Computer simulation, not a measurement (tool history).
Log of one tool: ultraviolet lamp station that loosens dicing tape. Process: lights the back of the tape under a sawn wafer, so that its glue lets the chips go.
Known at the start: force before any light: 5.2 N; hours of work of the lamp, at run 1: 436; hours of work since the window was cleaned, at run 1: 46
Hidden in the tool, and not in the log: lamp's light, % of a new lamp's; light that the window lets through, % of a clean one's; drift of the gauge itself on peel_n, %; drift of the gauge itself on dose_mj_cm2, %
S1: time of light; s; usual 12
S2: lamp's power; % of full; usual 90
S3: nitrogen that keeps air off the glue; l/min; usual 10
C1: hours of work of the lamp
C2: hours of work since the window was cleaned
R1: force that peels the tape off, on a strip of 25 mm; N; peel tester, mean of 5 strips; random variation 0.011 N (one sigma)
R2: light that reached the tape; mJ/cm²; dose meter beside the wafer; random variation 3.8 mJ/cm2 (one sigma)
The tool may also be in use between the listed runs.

{"run": 1, "hour": 0.0, "S1": 12, "S2": 90, "S3": 10, "C1": 436, "C2": 46, "R1": 0.711, "R2": 530}
{"run": 2, "hour": 15.1, "S1": 12, "S2": 90, "S3": 15, "C1": 443, "C2": 53, "R1": 0.56, "R2": 525}
{"run": 3, "hour": 44.4, "S1": 12, "S2": 90, "S3": 15, "C1": 456, "C2": 67, "R1": 0.583, "R2": 529}
{"run": 4, "hour": 59.0, "S1": 12, "S2": 90, "S3": 15, "C1": 463, "C2": 74, "R1": 0.582, "R2": 519}
{"run": 5, "hour": 73.3, "S1": 12, "S2": 90, "S3": 15, "C1": 470, "C2": 80, "R1": 0.61, "R2": 515}
{"run": 6, "hour": 94.5, "S1": 12, "S2": 90, "S3": 5, "C1": 480, "C2": 90, "R1": 1.188, "R2": 515}
{"run": 7, "hour": 124.1, "S1": 12, "S2": 90, "S3": 5, "C1": 493, "C2": 104, "R1": 1.178, "R2": 511}
{"run": 8, "hour": 140.1, "S1": 12, "S2": 90, "S3": 5, "C1": 501, "C2": 111, "R1": 1.271, "R2": 506}
{"run": 9, "hour": 173.9, "S1": 12, "S2": 90, "S3": 5, "C1": 516, "C2": 127, "R1": 1.215, "R2": 499}
{"run": 10, "hour": 202.9, "S1": 12, "S2": 90, "S3": 5, "C1": 529, "C2": 140, "R1": 1.222, "R2": 499}
{"run": 11, "hour": 236.9, "S1": 17, "S2": 76, "S3": 4, "C1": 545, "C2": 156, "R1": 1.138, "R2": 586}
{"run": 12, "hour": 264.5, "S1": 17, "S2": 76, "S3": 4, "C1": 558, "C2": 168, "R1": 1.126, "R2": 580}
{"run": 13, "hour": 289.7, "S1": 17, "S2": 76, "S3": 4, "C1": 570, "C2": 180, "R1": 1.114, "R2": 578}
{"run": 14, "hour": 321.7, "S1": 12, "S2": 85, "S3": 8, "C1": 584, "C2": 195, "R1": 1.114, "R2": 450}
{"run": 15, "hour": 348.5, "S1": 12, "S2": 90, "S3": 13, "C1": 597, "C2": 207, "R1": 0.759, "R2": 472}
{"run": 16, "hour": 366.1, "S1": 24, "S2": 90, "S3": 6, "C1": 605, "C2": 215, "R1": 0.357, "R2": 936}
{"run": 17, "hour": 384.5, "S1": 24, "S2": 90, "S3": 6, "C1": 613, "C2": 224, "R1": 0.369, "R2": 938}
{"run": 18, "hour": 415.7, "S1": 24, "S2": 90, "S3": 6, "C1": 628, "C2": 238, "R1": 0.37, "R2": 912}
{"run": 19, "hour": 432.0, "S1": 10, "S2": 90, "S3": 15, "C1": 635, "C2": 246, "R1": 0.957, "R2": 380}

Forecast each of these 4 alternatives for the next run:
{"run": "A", "hour": 454.4, "S1": 19, "S2": 61, "S3": 10, "C1": 645, "C2": 256, "R1": "?", "R2": "?"}
{"run": "B", "hour": 454.4, "S1": 10, "S2": 85, "S3": 15, "C1": 645, "C2": 256, "R1": "?", "R2": "?"}
{"run": "C", "hour": 454.4, "S1": 19, "S2": 90, "S3": 7, "C1": 645, "C2": 256, "R1": "?", "R2": "?"}
{"run": "D", "hour": 454.4, "S1": 7, "S2": 85, "S3": 4, "C1": 645, "C2": 256, "R1": "?", "R2": "?"}

run=A R1=0.795 R2=486
run=B R1=1.112 R2=357
run=C R1=0.542 R2=725
run=D R1=2.628 R2=250
Without the tool's hidden state the same runs would have given:
run=A R1=0.428 R2=682
run=B R1=0.635 R2=502
run=C R1=0.279 R2=1018
run=D R1=2.007 R2=352
